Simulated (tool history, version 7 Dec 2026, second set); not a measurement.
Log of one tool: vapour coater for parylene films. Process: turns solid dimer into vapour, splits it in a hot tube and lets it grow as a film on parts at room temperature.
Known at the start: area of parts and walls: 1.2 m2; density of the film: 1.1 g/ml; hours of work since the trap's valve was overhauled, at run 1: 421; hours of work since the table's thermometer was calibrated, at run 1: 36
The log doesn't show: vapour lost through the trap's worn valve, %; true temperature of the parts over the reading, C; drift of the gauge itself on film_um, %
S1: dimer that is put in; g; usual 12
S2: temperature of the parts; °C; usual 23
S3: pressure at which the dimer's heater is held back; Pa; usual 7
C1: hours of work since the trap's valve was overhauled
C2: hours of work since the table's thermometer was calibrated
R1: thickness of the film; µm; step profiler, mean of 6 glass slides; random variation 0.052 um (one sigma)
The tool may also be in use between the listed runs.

run	hour	S1	S2	S3	C1	C2	R1
1	0	12	23	7	421	36	5.47
2	27.4	12	23	7	437	52	5.52
3	59.4	12	23	7	456	71	5.51
4	83.3	12	23	7	470	86	5.54
5	122.8	12	23	7	494	109	5.43
6	161.9	12	24	7	517	132	5.3
7	188	12	24	7	533	148	5.3
8	228.4	12	24	7	557	172	5.21
9	246.4	12	23	3.99	568	183	6.16
# hour 281: trap's valve overhauled
10	287.6	12	23	7	4	205	6.08
11	316.3	12	23	7	21	222	6.02
12	336.1	12	23	7	33	234	5.99
13	354.4	12	23	7	44	245	5.86
14	393.2	12	23	7	67	268	5.89
15	426.3	12	23	7	87	288	5.81
16	445.7	12	23	7	98	299	5.84
17	472.7	12	23	7	114	315	5.85
18	507.8	12	23	8.46	135	336	5.56
19	545.2	12	23	8.46	157	358	5.65
20	563.8	6	23	3.01	168	369	3.57
21	601.6	6	23	7.28	191	392	2.85
22	625.8	6	23	7.28	205	406	2.87
23	664.2	17	18	5.94	228	429	9.34
24	687.5	17	18	5.94	242	443	9.25
25	724.3	9	23	7	264	465	4.25
26	741.4	6	34	11.52	274	475	1.96
27	760.6	6	34	11.52	286	487	2.04
28	787.9	6	19	7.56	302	503	2.91
29	817.6	6	19	4.55	320	521	3.35
30	843.3	21	19	5.36	335	536	11.23
31	862	6	23	9.64	346	547	2.53
32	897	8	33	2.05	367	568	4.11
33	925.2	8	33	2.05	384	585	4.01
34	964.3	6	24	4.96	407	608	2.94
35	988	8	23	8.4	421	622	3.47
36	1021	8	23	9.17	441	642	3.42
37	1049.2	8	23	9.17	457	658	3.39

The same runs without the tool's hidden state, with the same run-to-run variation:
run	R1
1	5.98
2	6.04
3	6.07
4	6.12
5	6.03
6	5.92
7	5.93
8	5.87
9	6.96
10	6.11
11	6.07
12	6.06
13	5.94
14	6.01
15	5.95
16	6
17	6.03
18	5.76
19	5.87
20	3.72
21	2.98
22	3.01
23	9.86
24	9.8
25	4.52
26	2.09
27	2.18
28	3.12
29	3.61
30	12.14
31	2.74
32	4.47
33	4.39
34	3.23
35	3.83
36	3.8
37	3.77
